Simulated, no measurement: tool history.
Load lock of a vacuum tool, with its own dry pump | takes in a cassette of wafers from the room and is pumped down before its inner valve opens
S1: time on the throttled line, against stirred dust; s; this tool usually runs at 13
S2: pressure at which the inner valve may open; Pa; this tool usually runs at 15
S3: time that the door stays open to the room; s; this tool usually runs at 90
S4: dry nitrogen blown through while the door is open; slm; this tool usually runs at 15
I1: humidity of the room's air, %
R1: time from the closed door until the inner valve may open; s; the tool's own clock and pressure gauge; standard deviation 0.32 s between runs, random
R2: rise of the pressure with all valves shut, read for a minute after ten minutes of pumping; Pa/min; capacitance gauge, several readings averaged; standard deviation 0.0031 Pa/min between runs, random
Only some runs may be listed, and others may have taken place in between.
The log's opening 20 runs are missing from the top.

run 21 hour=3733.8 | S1=13 S2=17 S3=183 S4=4 | I1=43.7 | R1=23.0 R2=0.137
run 22 hour=3878.5 | S1=13 S2=17 S3=183 S4=4 | I1=44.2 | R1=22.8 R2=0.146
run 23 hour=4080.6 | S1=9 S2=11 S3=71 S4=28 | I1=41.6 | R1=19.9 R2=0.052
run 24 hour=4263.8 | S1=10 S2=17 S3=90 S4=15 | I1=46.5 | R1=20.3 R2=0.082
run 25 hour=4424.4 | S1=15 S2=12 S3=49 S4=16 | I1=46.5 | R1=24.5 R2=0.062
run 26 hour=4554.3 | S1=17 S2=12 S3=206 S4=10 | I1=46.0 | R1=27.0 R2=0.126
run 27 hour=4787.4 | S1=17 S2=12 S3=201 S4=10 | I1=45.4 | R1=26.7 R2=0.128
run 28 hour=4982.5 | S1=17 S2=12 S3=201 S4=10 | I1=45.1 | R1=26.5 R2=0.125
run 29 hour=5116.6 | S1=17 S2=12 S3=201 S4=10 | I1=47.9 | R1=26.6 R2=0.131
run 30 hour=5328.4 | S1=8 S2=14 S3=28 S4=15 | I1=45.9 | R1=19.5 R2=0.055
run 31 hour=5516.5 | S1=8 S2=14 S3=28 S4=15 | I1=45.3 | R1=19.4 R2=0.054
run 32 hour=5731.3 | S1=6 S2=15 S3=59 S4=15 | I1=44.6 | R1=17.5 R2=0.070
run 33 hour=5924.7 | S1=6 S2=15 S3=59 S4=15 | I1=44.8 | R1=17.4 R2=0.076
run 34 hour=6149.4 | S1=11 S2=15 S3=159 S4=15 | I1=43.4 | R1=22.2 R2=0.099
run 35 hour=6379.1 | S1=11 S2=15 S3=159 S4=15 | I1=45.4 | R1=22.3 R2=0.104
run 36 hour=6591.0 | S1=11 S2=15 S3=159 S4=15 | I1=46.3 | R1=21.8 R2=0.100

Below are 3 alternative next runs, each starting from the tool's condition after run 36. Predict each:
run A hour=6783.3 | S1=11 S2=21 S3=160 S4=15 | I1=44.6 | R1=? R2=?
run B hour=6783.3 | S1=13 S2=15 S3=204 S4=15 | I1=45.9 | R1=? R2=?
run C hour=6783.3 | S1=12 S2=15 S3=90 S4=15 | I1=44.8 | R1=? R2=?

run=A R1=21.5 R2=0.107
run=B R1=23.7 R2=0.115
run=C R1=22.4 R2=0.089
The same runs, with their run-to-run variation unchanged, on a tool lacking any hidden condition would have given:
run=A R1=18.8 R2=0.083
run=B R1=21.0 R2=0.090
run=C R1=19.6 R2=0.065
